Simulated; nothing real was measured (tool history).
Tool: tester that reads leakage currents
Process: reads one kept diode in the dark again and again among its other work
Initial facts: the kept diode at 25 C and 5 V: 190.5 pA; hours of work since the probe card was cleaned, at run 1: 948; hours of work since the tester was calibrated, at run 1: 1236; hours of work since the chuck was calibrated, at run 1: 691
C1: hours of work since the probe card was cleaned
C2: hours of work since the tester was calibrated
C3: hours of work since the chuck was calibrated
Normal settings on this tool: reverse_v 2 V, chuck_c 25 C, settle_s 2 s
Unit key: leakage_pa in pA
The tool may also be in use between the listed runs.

Run 1, hour 0: usual settings; C1 948; C2 1236; C3 691. Result: leakage_pa 124.34 pA.
Run 2, hour 157.9: usual settings but settle_s 7.41 s; C1 1012; C2 1300; C3 755. Result: leakage_pa 124.22 pA.
Run 3, hour 317: usual settings; C1 1077; C2 1365; C3 819. Result: leakage_pa 122.86 pA.
Run 4, hour 421.5: usual settings but reverse_v 3.17 V; C1 1119; C2 1408; C3 862. Result: leakage_pa 148.52 pA.
Run 5, hour 504.7: usual settings but reverse_v 3.17 V, chuck_c 38 C; C1 1153; C2 1441; C3 896. Result: leakage_pa 376.24 pA.
Run 6, hour 601.4: usual settings but reverse_v 2.95 V, chuck_c 38 C; C1 1192; C2 1481; C3 935. Result: leakage_pa 366.12 pA.
Run 7, hour 716.3: usual settings but reverse_v 2.95 V, chuck_c 38 C; C1 1239; C2 1527; C3 982. Result: leakage_pa 363.53 pA.
Run 8, hour 808.4: usual settings but reverse_v 2.95 V, chuck_c 38 C; C1 1276; C2 1565; C3 1019. Result: leakage_pa 360.34 pA.
At hour 829.9: chuck's temperature calibrated.
Run 9, hour 928.4: usual settings but reverse_v 2.95 V, chuck_c 38 C; C1 1324; C2 1613; C3 40. Result: leakage_pa 391.79 pA.
Run 10, hour 1045.2: usual settings but reverse_v 2.95 V, chuck_c 38 C; C1 1371; C2 1660; C3 87. Result: leakage_pa 392.25 pA.
Run 11, hour 1189.8: usual settings but reverse_v 2.95 V, chuck_c 38 C; C1 1430; C2 1719; C3 146. Result: leakage_pa 390.79 pA.
Run 12, hour 1363: usual settings but reverse_v 2.95 V, chuck_c 38 C; C1 1501; C2 1789; C3 216. Result: leakage_pa 386.31 pA.
Run 13, hour 1459.2: usual settings but chuck_c 21 C, settle_s 0.54 s; C1 1540; C2 1828; C3 255. Result: leakage_pa 97.28 pA.
Run 14, hour 1567.7: usual settings but reverse_v 3.37 V, chuck_c 20 C, settle_s 0.46 s; C1 1584; C2 1872; C3 300. Result: leakage_pa 111.94 pA.

What will run 15 give?
Run 15, hour 1679.1: usual settings but reverse_v 1.06 V, chuck_c 20 C, settle_s 0.46 s; C1 1629; C2 1917; C3 345. Result: leakage_pa ?.

For run 15 the tool returned leakage_pa 68.68 pA.
Had the tool carried no hidden state, the very same run would have given leakage_pa 69.93 pA.
